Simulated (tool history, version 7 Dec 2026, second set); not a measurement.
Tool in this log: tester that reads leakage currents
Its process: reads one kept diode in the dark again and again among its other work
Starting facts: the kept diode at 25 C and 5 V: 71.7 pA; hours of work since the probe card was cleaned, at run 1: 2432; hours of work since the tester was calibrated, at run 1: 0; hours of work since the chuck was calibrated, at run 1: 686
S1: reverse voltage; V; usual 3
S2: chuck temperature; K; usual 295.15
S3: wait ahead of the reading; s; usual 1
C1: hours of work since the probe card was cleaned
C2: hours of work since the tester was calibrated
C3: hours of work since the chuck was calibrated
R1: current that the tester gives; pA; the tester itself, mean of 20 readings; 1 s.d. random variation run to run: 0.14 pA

Run 1, hour 0: usual settings; C1 2432; C2 0; C3 686. Result: R1 44.97 pA.
Run 2, hour 100: usual settings; C1 2481; C2 49; C3 735. Result: R1 44.57 pA.
Run 3, hour 173: usual settings; C1 2516; C2 84; C3 770. Result: R1 44.51 pA.
Run 4, hour 227.9: usual settings; C1 2543; C2 111; C3 797. Result: R1 44.6 pA.
Run 5, hour 350.4: usual settings; C1 2603; C2 171; C3 857. Result: R1 44.78 pA.
Run 6, hour 471.8: usual settings but S2 323.15 K; C1 2662; C2 230; C3 916. Result: R1 549.37 pA.
Run 7, hour 554.2: usual settings but S2 323.15 K; C1 2702; C2 271; C3 957. Result: R1 548.61 pA.
Run 8, hour 641.8: usual settings but S2 323.15 K; C1 2745; C2 313; C3 999. Result: R1 549.56 pA.
Run 9, hour 736.9: usual settings but S2 323.15 K; C1 2792; C2 360; C3 1046. Result: R1 546.57 pA.
Run 10, hour 817.9: usual settings but S2 296.15 K; C1 2831; C2 399; C3 1085. Result: R1 48.92 pA.
Run 11, hour 880.3: usual settings but S1 1.5 V, S2 307.15 K, S3 9.6 s; C1 2862; C2 430; C3 1116. Result: R1 102.66 pA.
At hour 982.6: probe card cleaned and baked.
Run 12, hour 1012.5: usual settings but S1 1.5 V, S2 307.15 K, S3 9.6 s; C1 15; C2 493; C3 1179. Result: R1 103.87 pA.
Run 13, hour 1088.9: usual settings but S2 304.15 K; C1 52; C2 530; C3 1216. Result: R1 104.63 pA.
Run 14, hour 1165.2: usual settings but S1 5.04 V, S2 328.15 K, S3 1.09 s; C1 89; C2 568; C3 1253. Result: R1 1009.82 pA.
Run 15, hour 1272.9: usual settings but S1 15.7 V, S2 311.15 K, S3 6.61 s; C1 142; C2 620; C3 1306. Result: R1 380.08 pA.
Run 16, hour 1340.4: usual settings but S2 325.15 K, S3 1.95 s; C1 175; C2 653; C3 1339. Result: R1 643.1 pA.
Run 17, hour 1403.5: usual settings but S2 325.15 K, S3 1.95 s; C1 205; C2 684; C3 1370. Result: R1 646.32 pA.

Forecast each of these 4 alternatives for the next run:
Run A, hour 1506.8: usual settings but S1 11.08 V, S2 294.15 K, S3 1.31 s; C1 256; C2 734; C3 1420. Result: R1 ?.
Run B, hour 1506.8: usual settings but S2 330.15 K, S3 2.75 s; C1 256; C2 734; C3 1420. Result: R1 ?.
Run C, hour 1506.8: usual settings but S1 3.16 V, S2 306.15 K, S3 1.95 s; C1 256; C2 734; C3 1420. Result: R1 ?.
Run D, hour 1506.8: usual settings but S1 2.18 V, S2 306.15 K, S3 1.23 s; C1 256; C2 734; C3 1420. Result: R1 ?.

run      R1
  A   69.15
  B  959.91
  C  127.02
  D     110
The same runs, with their run-to-run variation unchanged, on a tool lacking any hidden condition would have given:
run      R1
  A   69.29
  B  961.75
  C   127.3
  D  110.24
